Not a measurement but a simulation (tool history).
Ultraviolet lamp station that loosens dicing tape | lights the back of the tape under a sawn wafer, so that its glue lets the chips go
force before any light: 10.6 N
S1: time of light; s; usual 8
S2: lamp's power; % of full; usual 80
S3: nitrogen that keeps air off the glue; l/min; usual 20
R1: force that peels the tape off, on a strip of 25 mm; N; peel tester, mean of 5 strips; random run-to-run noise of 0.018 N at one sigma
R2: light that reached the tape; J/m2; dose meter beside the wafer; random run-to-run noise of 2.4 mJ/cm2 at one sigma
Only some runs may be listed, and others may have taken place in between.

run	hour	S1	S2	S3	R1	R2
1	0	8	80	20	0.848	2760
2	23.1	8	80	20	0.865	2690
3	71.2	8	80	20	0.848	2640
4	108.8	8	67	20	1.25	2250
5	146.7	8	67	20	1.249	2230
6	196	8	80	27	0.725	2700
7	239.3	5	80	20	2.155	1650
8	291.6	5	80	20	2.151	1650
9	328.2	5	80	20	2.104	1710
10	355.5	5	80	20	2.114	1700
11	405.3	8	80	20	0.882	2670
12	429.9	6	80	20	1.529	2080
13	454.9	6	80	20	1.567	2010
14	489.7	6	80	20	1.552	2010
15	539	6	80	20	1.552	2010
16	571.6	6	80	20	1.529	2050
17	609.5	6	80	20	1.517	2020
18	659.1	6	80	20	1.562	2030
19	695.7	5	92	8	2.681	1930
20	732.1	7	61	39	1.427	1770
21	756.1	5	97	20	1.579	2050
22	805	9	90	33	0.344	3420
23	832.1	15	90	18	0.143	5630
24	854.9	8	80	30	0.687	2680
25	889.6	8	73	20	1.085	2470
# hour 898.2: window cleaned of glue's vapour
26	923.1	8	73	20	1.063	2460
27	968.9	7	67	21	1.636	1960
28	1004.7	8	97	8	1.092	3350
29	1040.8	5	92	13	2.132	1960
30	1069.6	5	92	13	2.147	1950
31	1103.1	6	70	8	3.086	1770
32	1128.1	6	70	8	2.963	1760
33	1157.2	5	80	20	2.139	1670

Each row is a separate what-if for the run after 33, all from the same tool condition, not one after another. Results?
A	1209.6	5	80	35	?	?
B	1209.6	16	80	23	?	?
C	1209.6	14	66	11	?	?
D	1209.6	7	65	24	?	?

run	R1	R2
A	1.691	1690
B	0.14	5370
C	0.56	3890
D	1.589	1860
What these runs would have given with no unlogged condition in the tool:
run	R1	R2
A	1.684	1690
B	0.14	5380
C	0.557	3900
D	1.583	1870
